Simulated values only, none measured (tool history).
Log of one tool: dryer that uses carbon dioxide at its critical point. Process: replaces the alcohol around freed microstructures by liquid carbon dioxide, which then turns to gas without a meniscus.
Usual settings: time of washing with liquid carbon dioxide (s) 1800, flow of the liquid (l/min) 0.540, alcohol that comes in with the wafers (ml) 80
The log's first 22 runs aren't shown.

run     day  time of washing with liquid carbon dioxide (s)  flow of the liquid (l/min)  alcohol that comes in with the wafers (ml)  hours of work since the filter was changed  hours of work since the purifier's bed was changed  alcohol left in the vessel before it's heated (ppm by volume)
 23  20.750                                            2820                       0.540                                          22                                          15                                                 471                                                            122
 24  21.875                                            2820                       0.540                                          22                                          34                                                 489                                                            125
 25  22.642                                            2820                       0.778                                          74                                          46                                                 501                                                            121
     24.054  -- purifier's bed changed
 26  24.246                                            2820                       0.778                                          74                                          70                                                   3                                                             11
 27  25.038                                            1620                       0.712                                          80                                          83                                                  16                                                             33
 28  25.804                                            1320                       0.599                                          27                                          96                                                  29                                                            108
 29  27.225                                            1320                       0.599                                          27                                         119                                                  52                                                            107
 30  27.921                                            1320                       0.599                                          27                                         130                                                  63                                                            121
 31  29.329                                            1320                       0.599                                          27                                         153                                                  86                                                            131
 32  30.200                                            1320                       0.584                                         106                                         168                                                 100                                                            536
     31.333  -- inlet filter changed
 33  31.342                                            2100                       0.674                                          50                                           0                                                 118                                                             35
 34  32.088                                            1680                       0.419                                          50                                          12                                                 131                                                            308
 35  33.579                                            1140                       0.419                                          33                                          37                                                 155                                                            828
 36  34.583                                            1560                       0.743                                          23                                          53                                                 172                                                             55
 37  35.192                                            1440                       0.743                                          83                                          63                                                 181                                                             90
 38  36.321                                            1440                       0.743                                          83                                          82                                                 200                                                             93
 39  37.804                                            1440                       0.743                                          83                                         106                                                 224                                                            107

5 ways to go on from here, each from the tool as it stands after run 39. What would each give?
  A  38.500                                            2700                       0.743                                          56                                         117                                                 236                                                              ?
  B  38.500                                            1440                       0.446                                          32                                         117                                                 236                                                              ?
  C  38.500                                            1500                       0.743                                          83                                         117                                                 236                                                              ?
  D  38.500                                            1800                       0.594                                          80                                         117                                                 236                                                              ?
  E  38.500                                            1440                       0.704                                          48                                         117                                                 236                                                              ?

run  alcohol left in the vessel before it's heated (ppm by volume)
  A                                                             62
  B                                                            379
  C                                                            107
  D                                                            115
  E                                                            108
Without the tool's hidden state the same runs would have given:
run  alcohol left in the vessel before it's heated (ppm by volume)
  A                                                             11
  B                                                            257
  C                                                             40
  D                                                             41
  E                                                             40

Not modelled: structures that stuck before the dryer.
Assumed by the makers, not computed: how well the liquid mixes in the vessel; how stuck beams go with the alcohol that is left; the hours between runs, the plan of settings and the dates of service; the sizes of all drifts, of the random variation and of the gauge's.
